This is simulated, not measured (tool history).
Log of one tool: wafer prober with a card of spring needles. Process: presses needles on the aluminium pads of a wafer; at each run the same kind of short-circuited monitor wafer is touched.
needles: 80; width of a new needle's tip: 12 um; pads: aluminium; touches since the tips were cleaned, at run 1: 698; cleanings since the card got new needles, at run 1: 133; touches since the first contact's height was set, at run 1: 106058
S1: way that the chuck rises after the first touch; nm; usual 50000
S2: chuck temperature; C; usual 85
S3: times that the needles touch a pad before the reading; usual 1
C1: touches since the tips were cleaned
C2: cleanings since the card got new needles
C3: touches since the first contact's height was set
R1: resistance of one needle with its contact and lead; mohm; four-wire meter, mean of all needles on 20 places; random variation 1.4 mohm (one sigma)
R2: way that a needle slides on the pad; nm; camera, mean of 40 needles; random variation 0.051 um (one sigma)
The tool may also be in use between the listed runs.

run 1 hour=0 | S1=50000 S2=85 S3=1 | C1=698 C2=133 C3=106058 | R1=126 R2=13270
-- hour=10.4 tips cleaned on abrasive film
-- hour=23.3 tips cleaned on abrasive film
-- hour=33.8 tips cleaned on abrasive film
-- hour=46.7 tips cleaned on abrasive film
run 2 hour=53.3 | S1=50000 S2=85 S3=1 | C1=1999 C2=137 C3=122091 | R1=125 R2=13290
-- hour=58.6 tips cleaned on abrasive film
-- hour=71.6 tips cleaned on abrasive film
-- hour=84.6 tips cleaned on abrasive film
run 3 hour=88.7 | S1=45000 S2=85 S3=1 | C1=1248 C2=140 C3=132704 | R1=128 R2=12000
-- hour=96.5 tips cleaned on abrasive film
-- hour=106.9 tips cleaned on abrasive film
-- hour=117.3 tips cleaned on abrasive film
-- hour=127.7 tips cleaned on abrasive film
-- hour=140.7 tips cleaned on abrasive film
run 4 hour=150.7 | S1=50000 S2=85 S3=1 | C1=3004 C2=145 C3=151317 | R1=129 R2=13290
-- hour=153.3 tips cleaned on abrasive film
-- hour=166.3 tips cleaned on abrasive film
-- hour=176.7 tips cleaned on abrasive film
-- hour=187.3 tips cleaned on abrasive film
run 5 hour=187.3 | S1=50000 S2=85 S3=1 | C1=0 C2=149 C3=162292 | R1=121 R2=13190
-- hour=197.7 tips cleaned on abrasive film
-- hour=208.1 tips cleaned on abrasive film
-- hour=221.1 tips cleaned on abrasive film
-- hour=231.5 tips cleaned on abrasive film
run 6 hour=232.9 | S1=50000 S2=85 S3=1 | C1=418 C2=153 C3=175977 | R1=124 R2=13060
-- hour=240.9 height of the first contact set anew
-- hour=243.6 tips cleaned on abrasive film
-- hour=256.6 tips cleaned on abrasive film
run 7 hour=259.4 | S1=50000 S2=85 S3=1 | C1=861 C2=155 C3=5544 | R1=125 R2=13740
-- hour=267.2 tips cleaned on abrasive film
-- hour=277.7 tips cleaned on abrasive film
-- hour=288.1 tips cleaned on abrasive film
-- hour=300.1 card fitted with new needles
run 8 hour=309.7 | S1=50000 S2=85 S3=1 | C1=2930 C2=0 C3=2930 | R1=129 R2=13690
-- hour=312.4 tips cleaned on abrasive film
-- hour=325.4 tips cleaned on abrasive film
-- hour=335.8 tips cleaned on abrasive film
-- hour=346.2 tips cleaned on abrasive film
run 9 hour=348.8 | S1=50000 S2=85 S3=1 | C1=767 C2=4 C3=14624 | R1=122 R2=13750
-- hour=359.2 tips cleaned on abrasive film
-- hour=369.6 tips cleaned on abrasive film
-- hour=382.5 tips cleaned on abrasive film
run 10 hour=390.2 | S1=46000 S2=85 S3=1 | C1=2341 C2=7 C3=27085 | R1=129 R2=12590
-- hour=394 tips cleaned on abrasive film
-- hour=407 tips cleaned on abrasive film
run 11 hour=415 | S1=46000 S2=85 S3=1 | C1=2446 C2=9 C3=34544 | R1=130 R2=12560
-- hour=417.7 tips cleaned on abrasive film
-- hour=428.1 tips cleaned on abrasive film
-- hour=441.1 tips cleaned on abrasive film
run 12 hour=450.5 | S1=50000 S2=85 S3=1 | C1=2861 C2=12 C3=45208 | R1=131 R2=13470
-- hour=453.2 tips cleaned on abrasive film
-- hour=463.6 tips cleaned on abrasive film
-- hour=474 tips cleaned on abrasive film
-- hour=484.4 tips cleaned on abrasive film
-- hour=497.3 tips cleaned on abrasive film
run 13 hour=501.8 | S1=50000 S2=85 S3=1 | C1=1372 C2=17 C3=60587 | R1=129 R2=13590
-- hour=509.7 tips cleaned on abrasive film
-- hour=522.7 tips cleaned on abrasive film
-- hour=533.1 tips cleaned on abrasive film
run 14 hour=534.7 | S1=50000 S2=85 S3=1 | C1=504 C2=20 C3=70457 | R1=123 R2=13490
-- hour=545.1 tips cleaned on abrasive film
-- hour=558.1 tips cleaned on abrasive film
-- hour=568.5 tips cleaned on abrasive film
run 15 hour=569.7 | S1=50000 S2=52 S3=3 | C1=362 C2=23 C3=80957 | R1=118 R2=13390
-- hour=580.1 tips cleaned on abrasive film
-- hour=593 tips cleaned on abrasive film
-- hour=603.4 tips cleaned on abrasive film
-- hour=616.4 tips cleaned on abrasive film
run 16 hour=625.1 | S1=64000 S2=80 S3=2 | C1=2622 C2=27 C3=97601 | R1=123 R2=17260
-- hour=627.7 tips cleaned on abrasive film
-- hour=638.1 tips cleaned on abrasive film
-- hour=648.5 tips cleaned on abrasive film
-- hour=659 tips cleaned on abrasive film
-- hour=671.9 tips cleaned on abrasive film
run 17 hour=680.5 | S1=31000 S2=27 S3=1 | C1=2589 C2=32 C3=114237 | R1=139 R2=8120
-- hour=683.2 tips cleaned on abrasive film
-- hour=696.1 tips cleaned on abrasive film
-- hour=706.5 tips cleaned on abrasive film
-- hour=716.9 tips cleaned on abrasive film
run 18 hour=719 | S1=31000 S2=27 S3=1 | C1=629 C2=36 C3=125768 | R1=125 R2=8060
-- hour=729.4 tips cleaned on abrasive film
-- hour=742.3 tips cleaned on abrasive film
-- hour=752.7 tips cleaned on abrasive film
-- hour=764.2 tips cleaned on abrasive film
run 19 hour=764.2 | S1=50000 S2=33 S3=1 | C1=0 C2=40 C3=139336 | R1=115 R2=13230
-- hour=777.1 tips cleaned on abrasive film
-- hour=790.1 tips cleaned on abrasive film
run 20 hour=794.1 | S1=38000 S2=107 S3=1 | C1=1200 C2=42 C3=148328 | R1=134 R2=9920
-- hour=801.9 tips cleaned on abrasive film
-- hour=812.3 tips cleaned on abrasive film
-- hour=822.7 tips cleaned on abrasive film
-- hour=833.1 tips cleaned on abrasive film
run 21 hour=838.7 | S1=38000 S2=107 S3=1 | C1=1689 C2=46 C3=161724 | R1=132 R2=9900
-- hour=843.9 tips cleaned on abrasive film
-- hour=854.4 tips cleaned on abrasive film
-- hour=867.3 tips cleaned on abrasive film
run 22 hour=874.3 | S1=38000 S2=107 S3=1 | C1=2122 C2=49 C3=172430 | R1=139 R2=9890
-- hour=879.6 tips cleaned on abrasive film
-- hour=890 tips cleaned on abrasive film
-- hour=892.9 height of the first contact set anew
-- hour=900.7 tips cleaned on abrasive film
run 23 hour=907.8 | S1=55000 S2=31 S3=1 | C1=2154 C2=52 C3=4495 | R1=119 R2=15090
-- hour=913.1 tips cleaned on abrasive film
-- hour=926 tips cleaned on abrasive film
-- hour=936.4 tips cleaned on abrasive film
-- hour=946.8 tips cleaned on abrasive film
-- hour=959.8 tips cleaned on abrasive film
run 24 hour=960.7 | S1=33000 S2=60 S3=1 | C1=281 C2=57 C3=20355 | R1=126 R2=8970
-- hour=971.1 tips cleaned on abrasive film
-- hour=984.1 tips cleaned on abrasive film
-- hour=997.1 tips cleaned on abrasive film
-- hour=1010.1 tips cleaned on abrasive film
run 25 hour=1016.9 | S1=50000 S2=43 S3=1 | C1=2061 C2=61 C3=37243 | R1=123 R2=13610
-- hour=1022.1 tips cleaned on abrasive film
-- hour=1035 tips cleaned on abrasive film
-- hour=1045.4 tips cleaned on abrasive film
run 26 hour=1046.3 | S1=53000 S2=86 S3=1 | C1=275 C2=64 C3=46064 | R1=122 R2=14390

Hidden state at the last listed run before each entry between runs and at the first one after, where it differs:
Between runs 1 and 2: tips cleaned on abrasive film (hour 10.4); tips cleaned on abrasive film (hour 23.3); tips cleaned on abrasive film (hour 33.8); tips cleaned on abrasive film (hour 46.7)
  debris on the tips, nm: 11.7 -> 24.2; way that the needles fall short of the set height, um: 1.29 -> 1.5; tips' diameter, um: 14.02 -> 14.09
  measured less the result without the state, R1: +3 -> +7 mohm; R2: -360 -> -410 nm
Between runs 2 and 3: tips cleaned on abrasive film (hour 58.6); tips cleaned on abrasive film (hour 71.6); tips cleaned on abrasive film (hour 84.6)
  debris on the tips, nm: 24.2 -> 15.8; way that the needles fall short of the set height, um: 1.5 -> 1.63; tips' diameter, um: 14.09 -> 14.14
  measured less the result without the state, R1: +7 -> +6 mohm; R2: -410 -> -440 nm
Between runs 3 and 4: tips cleaned on abrasive film (hour 96.5); tips cleaned on abrasive film (hour 106.9); tips cleaned on abrasive film (hour 117.3); tips cleaned on abrasive film (hour 127.7); tips cleaned on abrasive film (hour 140.7)
  debris on the tips, nm: 15.8 -> 35.5; way that the needles fall short of the set height, um: 1.63 -> 1.84; tips' diameter, um: 14.14 -> 14.21
  measured less the result without the state, R1: +6 -> +10 mohm; R2: -440 -> -500 nm
Between runs 4 and 5: tips cleaned on abrasive film (hour 153.3); tips cleaned on abrasive film (hour 166.3); tips cleaned on abrasive film (hour 176.7); tips cleaned on abrasive film (hour 187.3)
  debris on the tips, nm: 35.5 -> 1.8; way that the needles fall short of the set height, um: 1.84 -> 2.02; tips' diameter, um: 14.21 -> 14.27
  measured less the result without the state, R1: +10 -> +2 mohm; R2: -500 -> -550 nm
Between runs 5 and 6: tips cleaned on abrasive film (hour 197.7); tips cleaned on abrasive film (hour 208.1); tips cleaned on abrasive film (hour 221.1); tips cleaned on abrasive film (hour 231.5)
  debris on the tips, nm: 1.8 -> 6.7; way that the needles fall short of the set height, um: 2.02 -> 2.22; tips' diameter, um: 14.27 -> 14.34
  measured less the result without the state, R1: +2 -> +2 mohm; R2: -550 -> -610 nm
Between runs 6 and 7: height of the first contact set anew (hour 240.9); tips cleaned on abrasive film (hour 243.6); tips cleaned on abrasive film (hour 256.6)
  debris on the tips, nm: 6.7 -> 14.2; way that the needles fall short of the set height, um: 2.22 -> 0.09; tips' diameter, um: 14.34 -> 14.37
  measured less the result without the state, R1: +2 -> +4 mohm; R2: -610 -> -30 nm
Between runs 7 and 8: tips cleaned on abrasive film (hour 267.2); tips cleaned on abrasive film (hour 277.7); tips cleaned on abrasive film (hour 288.1); card fitted with new needles (hour 300.1)
  debris on the tips, nm: 14.2 -> 31.3; way that the needles fall short of the set height, um: 0.09 -> 0; tips' diameter, um: 14.37 -> 12
  measured less the result without the state, R1: +4 -> +8 mohm; R2: -30 -> +0 nm
Between runs 8 and 9: tips cleaned on abrasive film (hour 312.4); tips cleaned on abrasive film (hour 325.4); tips cleaned on abrasive film (hour 335.8); tips cleaned on abrasive film (hour 346.2)
  debris on the tips, nm: 31.3 -> 11.5; way that the needles fall short of the set height, um: 0 -> 0.14; tips' diameter, um: 12 -> 12.05
  measured less the result without the state, R1: +8 -> +3 mohm; R2: +0 -> -40 nm
Between runs 9 and 10: tips cleaned on abrasive film (hour 359.2); tips cleaned on abrasive film (hour 369.6); tips cleaned on abrasive film (hour 382.5)
  debris on the tips, nm: 11.5 -> 26.8; way that the needles fall short of the set height, um: 0.14 -> 0.26; tips' diameter, um: 12.05 -> 12.09
  measured less the result without the state, R1: +3 -> +7 mohm; R2: -40 -> -70 nm
Between runs 10 and 11: tips cleaned on abrasive film (hour 394); tips cleaned on abrasive film (hour 407)
  debris on the tips, nm: 26.8 -> 29.7; way that the needles fall short of the set height, um: 0.26 -> 0.35; tips' diameter, um: 12.09 -> 12.12
  measured less the result without the state, R1: +7 -> +8 mohm; R2: -70 -> -100 nm
Between runs 11 and 12: tips cleaned on abrasive film (hour 417.7); tips cleaned on abrasive film (hour 428.1); tips cleaned on abrasive film (hour 441.1)
  debris on the tips, nm: 29.7 -> 31.9; way that the needles fall short of the set height, um: 0.35 -> 0.49; tips' diameter, um: 12.12 -> 12.17
  measured less the result without the state, R1: +8 -> +9 mohm; R2: -100 -> -130 nm
Between runs 12 and 13: tips cleaned on abrasive film (hour 453.2); tips cleaned on abrasive film (hour 463.6); tips cleaned on abrasive film (hour 474); tips cleaned on abrasive film (hour 484.4); tips cleaned on abrasive film (hour 497.3)
  debris on the tips, nm: 31.9 -> 19.8; way that the needles fall short of the set height, um: 0.49 -> 0.7; tips' diameter, um: 12.17 -> 12.24
  measured less the result without the state, R1: +9 -> +5 mohm; R2: -130 -> -190 nm
Between runs 13 and 14: tips cleaned on abrasive film (hour 509.7); tips cleaned on abrasive film (hour 522.7); tips cleaned on abrasive film (hour 533.1)
  debris on the tips, nm: 19.8 -> 8.8; way that the needles fall short of the set height, um: 0.7 -> 0.85; tips' diameter, um: 12.24 -> 12.3
  measured less the result without the state, R1: +5 -> +2 mohm; R2: -190 -> -240 nm
Between runs 14 and 15: tips cleaned on abrasive film (hour 545.1); tips cleaned on abrasive film (hour 558.1); tips cleaned on abrasive film (hour 568.5)
  debris on the tips, nm: 8.8 -> 9; way that the needles fall short of the set height, um: 0.85 -> 0.98; tips' diameter, um: 12.3 -> 12.34
  measured less the result without the state, R1: +2 -> +0 mohm; R2: -240 -> -270 nm
Between runs 15 and 16: tips cleaned on abrasive film (hour 580.1); tips cleaned on abrasive film (hour 593); tips cleaned on abrasive film (hour 603.4); tips cleaned on abrasive film (hour 616.4)
  debris on the tips, nm: 9 -> 31.9; way that the needles fall short of the set height, um: 0.98 -> 1.13; tips' diameter, um: 12.34 -> 12.4
  measured less the result without the state, R1: +0 -> +4 mohm; R2: -270 -> -310 nm
Between runs 16 and 17: tips cleaned on abrasive film (hour 627.7); tips cleaned on abrasive film (hour 638.1); tips cleaned on abrasive film (hour 648.5); tips cleaned on abrasive film (hour 659); tips cleaned on abrasive film (hour 671.9)
  debris on the tips, nm: 31.9 -> 30.2; way that the needles fall short of the set height, um: 1.13 -> 1.35; tips' diameter, um: 12.4 -> 12.47
  measured less the result without the state, R1: +4 -> +19 mohm; R2: -310 -> -370 nm
Between runs 17 and 18: tips cleaned on abrasive film (hour 683.2); tips cleaned on abrasive film (hour 696.1); tips cleaned on abrasive film (hour 706.5); tips cleaned on abrasive film (hour 716.9)
  debris on the tips, nm: 30.2 -> 10; way that the needles fall short of the set height, um: 1.35 -> 1.5; tips' diameter, um: 12.47 -> 12.52
  measured less the result without the state, R1: +19 -> +7 mohm; R2: -370 -> -410 nm
Between runs 18 and 19: tips cleaned on abrasive film (hour 729.4); tips cleaned on abrasive film (hour 742.3); tips cleaned on abrasive film (hour 752.7); tips cleaned on abrasive film (hour 764.2)
  debris on the tips, nm: 10 -> 2.3; way that the needles fall short of the set height, um: 1.5 -> 1.67; tips' diameter, um: 12.52 -> 12.59
  measured less the result without the state, R1: +7 -> +1 mohm; R2: -410 -> -460 nm
Between runs 19 and 20: tips cleaned on abrasive film (hour 777.1); tips cleaned on abrasive film (hour 790.1)
  debris on the tips, nm: 2.3 -> 17; way that the needles fall short of the set height, um: 1.67 -> 1.75; tips' diameter, um: 12.59 -> 12.61
  measured less the result without the state, R1: +1 -> +7 mohm; R2: -460 -> -480 nm
Between runs 20 and 21: tips cleaned on abrasive film (hour 801.9); tips cleaned on abrasive film (hour 812.3); tips cleaned on abrasive film (hour 822.7); tips cleaned on abrasive film (hour 833.1)
  debris on the tips, nm: 17 -> 19.3; way that the needles fall short of the set height, um: 1.75 -> 1.95; tips' diameter, um: 12.61 -> 12.68
  measured less the result without the state, R1: +7 -> +8 mohm; R2: -480 -> -540 nm
Between runs 21 and 22: tips cleaned on abrasive film (hour 843.9); tips cleaned on abrasive film (hour 854.4); tips cleaned on abrasive film (hour 867.3)
  debris on the tips, nm: 19.3 -> 27.7; way that the needles fall short of the set height, um: 1.95 -> 2.1; tips' diameter, um: 12.68 -> 12.74
  measured less the result without the state, R1: +8 -> +12 mohm; R2: -540 -> -580 nm
Between runs 22 and 23: tips cleaned on abrasive film (hour 879.6); tips cleaned on abrasive film (hour 890); height of the first contact set anew (hour 892.9); tips cleaned on abrasive film (hour 900.7)
  debris on the tips, nm: 27.7 -> 26.2; way that the needles fall short of the set height, um: 2.1 -> 0.03; tips' diameter, um: 12.74 -> 12.78
  measured less the result without the state, R1: +12 -> +6 mohm; R2: -580 -> -10 nm
Between runs 23 and 24: tips cleaned on abrasive film (hour 913.1); tips cleaned on abrasive film (hour 926); tips cleaned on abrasive film (hour 936.4); tips cleaned on abrasive film (hour 946.8); tips cleaned on abrasive film (hour 959.8)
  debris on the tips, nm: 26.2 -> 7.8; way that the needles fall short of the set height, um: 0.03 -> 0.27; tips' diameter, um: 12.78 -> 12.86
  measured less the result without the state, R1: +6 -> +5 mohm; R2: -10 -> -80 nm
Between runs 24 and 25: tips cleaned on abrasive film (hour 971.1); tips cleaned on abrasive film (hour 984.1); tips cleaned on abrasive film (hour 997.1); tips cleaned on abrasive film (hour 1010.1)
  debris on the tips, nm: 7.8 -> 26.4; way that the needles fall short of the set height, um: 0.27 -> 0.43; tips' diameter, um: 12.86 -> 12.92
  measured less the result without the state, R1: +5 -> +6 mohm; R2: -80 -> -120 nm
Between runs 25 and 26: tips cleaned on abrasive film (hour 1022.1); tips cleaned on abrasive film (hour 1035); tips cleaned on abrasive film (hour 1045.4)
  debris on the tips, nm: 26.4 -> 6.8; way that the needles fall short of the set height, um: 0.43 -> 0.55; tips' diameter, um: 12.92 -> 12.96
  measured less the result without the state, R1: +6 -> +1 mohm; R2: -120 -> -150 nm
